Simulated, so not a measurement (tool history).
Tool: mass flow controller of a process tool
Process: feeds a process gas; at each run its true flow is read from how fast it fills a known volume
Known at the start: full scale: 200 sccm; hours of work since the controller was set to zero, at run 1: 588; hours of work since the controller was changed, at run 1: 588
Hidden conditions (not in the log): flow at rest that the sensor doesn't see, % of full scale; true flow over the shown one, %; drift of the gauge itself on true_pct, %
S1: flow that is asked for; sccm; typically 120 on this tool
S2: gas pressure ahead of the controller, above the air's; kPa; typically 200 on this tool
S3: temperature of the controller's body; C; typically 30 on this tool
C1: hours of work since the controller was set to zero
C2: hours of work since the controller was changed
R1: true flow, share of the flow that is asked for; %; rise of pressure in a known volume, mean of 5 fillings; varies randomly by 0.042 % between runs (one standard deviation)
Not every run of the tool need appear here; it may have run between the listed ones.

Run 1, hour 0: usual settings; C1 588; C2 588. Result: R1 99.03 %.
Run 2, hour 80: usual settings; C1 620; C2 620. Result: R1 99.08 %.
Run 3, hour 179: usual settings; C1 660; C2 660. Result: R1 99.19 %.
Run 4, hour 285.7: usual settings; C1 703; C2 703. Result: R1 99.19 %.
Run 5, hour 403: usual settings; C1 750; C2 750. Result: R1 99.29 %.
Run 6, hour 496.2: usual settings; C1 788; C2 788. Result: R1 99.27 %.
Run 7, hour 608.2: usual settings; C1 833; C2 833. Result: R1 99.31 %.
Run 8, hour 677.1: usual settings but S1 119 sccm; C1 861; C2 861. Result: R1 99.38 %.
Run 9, hour 737.3: usual settings but S1 119 sccm; C1 885; C2 885. Result: R1 99.42 %.
Run 10, hour 831.9: usual settings but S2 143 kPa; C1 924; C2 924. Result: R1 99.31 %.
Run 11, hour 917.1: usual settings but S1 58 sccm, S2 183 kPa, S3 33 C; C1 958; C2 958. Result: R1 98.71 %.
Run 12, hour 999.6: usual settings but S2 261 kPa, S3 28 C; C1 991; C2 991. Result: R1 99.61 %.
Run 13, hour 1073.8: usual settings but S2 186 kPa; C1 1021; C2 1021. Result: R1 99.55 %.
Run 14, hour 1159: usual settings but S1 25 sccm, S2 153 kPa, S3 37 C; C1 1056; C2 1056. Result: R1 98.32 %.
Run 15, hour 1220.8: usual settings but S1 25 sccm, S2 153 kPa, S3 37 C; C1 1081; C2 1081. Result: R1 98.3 %.
Run 16, hour 1318.9: usual settings but S1 31 sccm, S2 162 kPa, S3 32 C; C1 1120; C2 1120. Result: R1 98.75 %.

Here are 5 independent what-if runs from the current tool condition. What would each one return?
Run A, hour 1419: usual settings but S1 31 sccm, S2 162 kPa; C1 1161; C2 1161. Result: R1 ?.
Run B, hour 1419: usual settings but S1 21 sccm, S2 143 kPa, S3 29 C; C1 1161; C2 1161. Result: R1 ?.
Run C, hour 1419: usual settings but S1 154 sccm, S2 162 kPa, S3 32 C; C1 1161; C2 1161. Result: R1 ?.
Run D, hour 1419: usual settings but S1 177 sccm; C1 1161; C2 1161. Result: R1 ?.
Run E, hour 1419: usual settings but S2 215 kPa; C1 1161; C2 1161. Result: R1 ?.

run      R1
  A   98.86
  B   98.74
  C   99.76
  D  100.08
  E   99.67
Had the tool no hidden state, the same runs would have come out as:
run     R1
  A  98.31
  B  98.19
  C   99.2
  D  99.52
  E  99.12
